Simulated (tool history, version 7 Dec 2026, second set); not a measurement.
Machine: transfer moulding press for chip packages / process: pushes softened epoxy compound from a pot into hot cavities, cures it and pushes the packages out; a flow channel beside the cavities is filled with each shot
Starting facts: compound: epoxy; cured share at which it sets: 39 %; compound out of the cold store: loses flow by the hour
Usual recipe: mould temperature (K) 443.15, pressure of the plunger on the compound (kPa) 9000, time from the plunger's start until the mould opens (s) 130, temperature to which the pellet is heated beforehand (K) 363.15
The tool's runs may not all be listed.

run	hour	mould temperature (K)	pressure of the plunger on the compound (kPa)	time from the plunger's start until the mould opens (s)	temperature to which the pellet is heated beforehand (K)	incoming compound's hours out of the cold store	length that the compound runs in the flow channel (mm)	greatest force on the pins that push the packages out (N)
1	0	443.15	9000	130	363.15	40.2	886	480
2	20.7	443.15	9000	130	363.15	42.8	882	480
3	36.1	443.15	9000	130	363.15	16.8	1009	488
4	47.7	443.15	9000	130	363.15	17.7	984	490
5	69.6	443.15	9000	130	363.15	39.1	888	474
6	88.9	443.15	9000	130	363.15	22.3	966	464
7	108.3	443.15	9000	130	363.15	13	1015	456
8	124.2	443.15	9000	130	356.15	40.8	875	478
9	139.1	443.15	9000	130	359.15	19.4	980	491
10	160.3	443.15	9000	130	359.15	21.6	958	458
11	170.9	443.15	9000	130	359.15	39.3	883	462
12	187.8	443.15	9000	130	359.15	42.9	875	470
13	198.2	443.15	9000	130	363.15	34.1	917	489
14	211.2	443.15	9000	130	363.15	47.7	837	457
15	230.3	448.15	9000	131	363.15	33.2	882	447
16	243.2	448.15	9000	131	363.15	23.5	938	434
17	255.8	438.15	9000	133	363.15	26.1	973	572
18	268.8	448.15	9000	130	363.15	21.3	955	432
19	285.7	449.15	9000	127	369.15	47.5	813	440
20	298.8	449.15	9000	127	369.15	26.4	913	434
21	314	449.15	8170	159	369.15	30.1	844	429
22	331.7	449.15	8170	159	369.15	15.7	920	428
23	348.5	449.15	8170	159	369.15	12.9	938	427
24	361.5	449.15	8170	159	369.15	25.9	883	404
25	386	450.15	8170	159	354.15	29	860	447
26	407.3	443.15	9000	112	357.15	27	935	559
27	421.5	448.15	8790	130	357.15	24.2	922	433
28	447	440.15	9090	120	368.15	41.1	901	566

Not shown: 5 entries that the log had between the listed runs. Between which runs, and how does the tool's hidden state differ before and after?
From run 4 to run 5: cavities cleaned with cleaning compound and waxed (hour 55.8)
  grip of the stained cavities, % over clean ones': 0.7 -> 0.1
From run 11 to run 12: cavities cleaned with cleaning compound and waxed (hour 183.9)
  grip of the stained cavities, % over clean ones': 0.7 -> 0
From run 16 to run 17: plunger's sealing rings changed (hour 254.3)
  true mould temperature over the reading, C: 0 -> -0.01; pressure that reaches the compound, % of what is set: 99.88 -> 100; grip of the stained cavities, % over clean ones': 0.4 -> 0.5
From run 20 to run 21: cavities cleaned with cleaning compound and waxed (hour 313.8)
  grip of the stained cavities, % over clean ones': 0.7 -> 0
From run 27 to run 28: cavities cleaned with cleaning compound and waxed (hour 441.2)
  pressure that reaches the compound, % of what is set: 99.98 -> 99.97; grip of the stained cavities, % over clean ones': 0.7 -> 0.1
